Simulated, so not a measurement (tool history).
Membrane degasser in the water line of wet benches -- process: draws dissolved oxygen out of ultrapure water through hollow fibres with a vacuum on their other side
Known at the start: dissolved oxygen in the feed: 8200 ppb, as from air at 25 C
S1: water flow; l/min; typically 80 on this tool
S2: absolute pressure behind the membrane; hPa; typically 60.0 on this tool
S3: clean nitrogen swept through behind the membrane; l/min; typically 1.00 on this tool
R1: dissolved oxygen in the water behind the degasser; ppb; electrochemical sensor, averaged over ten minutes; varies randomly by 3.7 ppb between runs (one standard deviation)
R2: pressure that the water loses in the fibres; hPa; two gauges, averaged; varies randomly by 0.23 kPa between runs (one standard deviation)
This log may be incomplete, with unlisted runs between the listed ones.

run	day	S1	S2	S3	R1	R2
1	0.000	80	60.0	1.00	414.0	600.1
2	8.233	80	60.0	1.00	418.2	602.2
3	13.971	80	60.0	1.00	413.6	606.1
4	20.412	80	60.0	1.00	415.8	603.4
5	29.042	80	60.0	1.00	419.6	607.6
6	32.804	80	60.0	1.00	421.0	606.1
7	38.142	80	60.0	1.00	425.4	606.8
# day 38.683: vacuum gauge calibrated
8	46.458	80	60.0	1.00	430.3	608.3
9	53.329	80	60.0	1.00	435.2	606.2
# day 54.579: vacuum gauge calibrated, once more
10	58.154	65	60.0	1.00	320.4	495.4
11	67.121	77	142.6	1.84	847.9	583.7
12	71.075	80	53.9	1.00	288.6	613.4
13	79.758	80	53.9	1.00	287.5	608.9
14	83.979	80	53.9	1.00	294.7	605.1
15	89.162	80	51.6	0.53	373.5	614.5
# day 91.204: seals of the vacuum lines changed
16	97.158	80	51.6	0.53	383.2	609.5
17	104.954	58	38.1	0.95	74.3	445.9
18	109.742	94	80.1	0.94	720.7	720.7
19	114.175	83	80.1	0.94	658.7	636.8
20	119.112	83	80.1	0.94	657.0	633.6

How would selected steps in R1 from run to run divide? Give the signed amount a tool lacking its hidden state would still show from settings, what came in and random variation, and the signed amount left for the hidden state, including any gauge scatter that is not in both of the compared results.
What the log doesn't record here: membrane still open, %; true pressure behind the membrane over the reading, kPa; air that leaks in behind the membrane, l/min; drift of the gauge itself on oxygen_ppb, %; drift of the gauge itself on loss_of_pressure_kpa, %.
Run 7 -> 8: vacuum gauge calibrated. R1 +4.9 ppb: hidden state +12.5, all else -7.6.
Run 9 -> 10: S1 80 -> 65, vacuum gauge calibrated, once more. R1 -114.8 ppb: hidden state -71.0, all else -43.8.
Run 11 -> 12: S1 77 -> 80, S2 142.6 -> 53.9, S3 1.84 -> 1.00. R1 -559.3 ppb: hidden state +0.0, all else -559.3.
Run 17 -> 18: S1 58 -> 94, S2 38.1 -> 80.1, S3 0.95 -> 0.94. R1 +646.4 ppb: hidden state +4.3, all else +642.1.
